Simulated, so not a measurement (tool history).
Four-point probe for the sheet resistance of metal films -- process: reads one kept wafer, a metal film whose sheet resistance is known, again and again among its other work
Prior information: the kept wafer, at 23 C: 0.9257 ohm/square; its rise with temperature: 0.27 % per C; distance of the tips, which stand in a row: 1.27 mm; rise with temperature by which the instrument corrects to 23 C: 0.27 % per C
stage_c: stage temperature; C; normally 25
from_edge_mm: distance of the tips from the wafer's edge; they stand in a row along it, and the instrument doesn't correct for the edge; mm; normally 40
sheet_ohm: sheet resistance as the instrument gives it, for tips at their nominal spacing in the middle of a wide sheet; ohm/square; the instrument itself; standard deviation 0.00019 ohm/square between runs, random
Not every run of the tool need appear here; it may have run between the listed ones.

run     day  stage_c  from_edge_mm  sheet_ohm
  1       0       25            40    0.92942
  2   1.538       25            40   0.929338
  3   3.129       25            40    0.92954
  4   5.267       25            40   0.929525
  5   7.162       25            40   0.929616
  6   8.954       25            48   0.929487
  7  10.908       25            40   0.929945
  8  13.204       25            40   0.929865
     14.404  -- stage's thermometer calibrated
  9  16.021       25            40   0.929064
 10  17.767       25            40   0.929254
 11  19.796       25            40   0.929762
 12  22.179       25            40   0.929485
 13  23.762       25            32   0.929724
 14    25.9       25            32   0.930039
 15  28.175       27            40   0.929705
 16  31.025       27            40   0.930009
 17    33.5       27            40    0.93016
 18  34.812       27            24   0.931277
 19  36.729       27            24    0.93159
 20  38.783       21            40   0.930856
 21  41.412       25            40    0.93041
 22  43.483       25            40   0.930718
 23  46.388       22            64   0.930714
 24  48.804       25            66   0.931003
     49.912  -- new probe head fitted
 25  51.917       25            55   0.922409
 26  54.842       25            38   0.922846
 27  57.308       25            38   0.922876
 28  59.633       25            38   0.923017

Forecast run 29:
 29  61.658       25            38          ?

Run 29 came out at sheet_ohm 0.923324 ohm/square.
Minus the tool's unlogged condition, the same run would have read sheet_ohm 0.926465 ohm/square.
